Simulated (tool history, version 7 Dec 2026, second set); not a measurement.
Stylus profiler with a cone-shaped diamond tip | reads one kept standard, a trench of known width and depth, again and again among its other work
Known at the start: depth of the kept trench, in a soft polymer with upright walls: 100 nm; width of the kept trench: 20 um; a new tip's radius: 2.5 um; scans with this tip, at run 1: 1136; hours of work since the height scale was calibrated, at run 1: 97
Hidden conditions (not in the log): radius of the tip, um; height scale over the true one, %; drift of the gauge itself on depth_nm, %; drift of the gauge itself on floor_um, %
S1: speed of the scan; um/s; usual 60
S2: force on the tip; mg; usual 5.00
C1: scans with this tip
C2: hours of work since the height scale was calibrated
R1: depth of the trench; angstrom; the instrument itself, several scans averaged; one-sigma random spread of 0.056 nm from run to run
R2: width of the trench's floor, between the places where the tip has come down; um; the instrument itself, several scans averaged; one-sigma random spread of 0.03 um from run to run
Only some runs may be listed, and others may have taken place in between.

run	hour	S1	S2	C1	C2	R1	R2
1	0.0	60	5.00	1136	97	1019.1	18.46
2	24.3	60	5.00	1283	110	1018.1	18.44
3	80.5	60	5.00	1622	138	1017.8	18.39
4	112.7	60	5.00	1816	155	1018.5	18.43
5	146.0	60	5.00	2017	172	1018.4	18.43
6	174.6	60	5.00	2190	187	1017.4	18.46
7	225.9	60	5.00	2499	213	1018.5	18.45
8	268.2	60	5.00	2754	235	1017.9	18.44
9	298.3	60	5.00	2936	251	1017.8	18.49
10	328.2	60	5.00	3116	266	1019.1	18.50
11	363.6	60	4.65	3330	284	1017.4	18.46
12	397.5	60	4.65	3534	302	1018.0	18.44
13	423.0	60	4.65	3688	315	1017.9	18.48
14	448.9	60	4.65	3844	328	1018.0	18.40
15	500.6	60	5.00	4156	355	1018.7	18.47
16	549.6	60	5.00	4451	380	1017.5	18.47
17	577.5	60	5.33	4620	394	1018.2	18.43
18	623.8	60	5.00	4899	418	1017.8	18.42
19	657.3	205	5.00	5101	435	1017.8	18.14
20	710.1	205	5.00	5419	463	1018.2	18.08
21	736.8	205	5.00	5581	476	1017.5	18.14
22	786.0	60	5.00	5877	502	1018.3	18.39
23	832.6	60	5.00	6159	526	1018.9	18.44
24	868.2	27	5.82	6373	544	1020.2	18.48
25	918.2	27	5.82	6675	570	1020.2	18.56
26	974.2	38	3.33	7013	599	1014.5	18.48
27	1029.7	153	1.88	7347	627	1009.0	18.02
28	1053.8	26	7.28	7493	640	1024.0	18.55
29	1091.9	26	7.28	7722	659	1024.4	18.50
30	1116.8	60	2.60	7873	672	1011.2	18.37
31	1167.3	60	2.60	8177	698	1012.5	18.42
32	1192.0	60	13.22	8326	711	1035.0	18.53
33	1229.2	89	12.97	8551	730	1034.4	18.44
34	1258.6	50	14.07	8728	745	1037.1	18.52
35	1312.5	31	5.64	9053	773	1019.8	18.49
36	1341.9	237	1.93	9230	788	1010.1	17.68
37	1366.3	52	5.90	9378	801	1019.6	18.46
38	1412.2	33	1.69	9655	824	1008.6	18.50
39	1442.9	20	7.84	9840	840	1024.5	18.55
40	1479.1	20	7.84	10058	859	1025.6	18.60
41	1531.2	223	4.10	10373	885	1015.9	18.04
42	1558.3	83	1.98	10536	899	1010.3	18.29
43	1595.8	31	6.79	10762	919	1022.8	18.51
44	1635.8	34	7.72	11003	939	1024.4	18.53

Each row is a separate what-if for the run after 44, all from the same tool condition, not one after another. Results?
A	1671.5	34	3.37	11219	958	?	?
B	1671.5	18	2.62	11219	958	?	?
C	1671.5	111	7.72	11219	958	?	?
D	1671.5	60	3.24	11219	958	?	?
E	1671.5	89	5.30	11219	958	?	?

run	R1	R2
A	1012.8	18.51
B	1011.4	18.57
C	1023.3	18.37
D	1014.7	18.39
E	1018.9	18.38
With the hidden condition removed and each run's random variation left untouched, the same runs would have given:
run	R1	R2
A	1012.9	18.53
B	1011.5	18.59
C	1023.4	18.38
D	1014.8	18.41
E	1019.0	18.40
